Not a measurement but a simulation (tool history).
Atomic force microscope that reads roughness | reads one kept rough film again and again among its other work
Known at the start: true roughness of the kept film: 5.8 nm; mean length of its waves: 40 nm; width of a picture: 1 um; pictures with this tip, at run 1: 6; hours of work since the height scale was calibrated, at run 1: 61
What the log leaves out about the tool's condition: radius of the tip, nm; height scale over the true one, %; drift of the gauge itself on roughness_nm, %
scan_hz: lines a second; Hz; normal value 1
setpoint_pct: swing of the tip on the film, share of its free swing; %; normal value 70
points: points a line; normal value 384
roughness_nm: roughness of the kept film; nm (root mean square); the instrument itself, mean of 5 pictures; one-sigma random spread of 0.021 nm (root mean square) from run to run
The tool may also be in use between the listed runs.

run  hour  scan_hz  setpoint_pct  points  pictures with this tip  hours of work since the height scale was calibrated  roughness_nm
  1     0        1            70     384                       6                                                   61         5.144
  2    11        1            63     384                      29                                                   69         5.099
  3  24.1        1            63     384                      57                                                   78         4.982
  4  29.9        1            63     384                      69                                                   82         4.938
  5  37.1     1.11            70     384                      84                                                   87         4.829
  6  47.1        1            70     384                     105                                                   94         4.742
  7    60        1            70     384                     133                                                  103         4.672
       71  -- new tip fitted
  8    71        1            70     957                       0                                                  110         5.169
  9  77.2        1            70     384                      13                                                  114         5.115
 10    84        1            70     384                      28                                                  119         5.069
 11  93.7     0.92            70     339                      48                                                  126         4.954

Forecast run 12:
 12  99.6     1.29            70     398                      61                                                  130             ?

{"run 12": {"roughness_nm": 4.864}}
With no hidden state in the tool, this same run would have given roughness_nm 5.116 nm (root mean square).
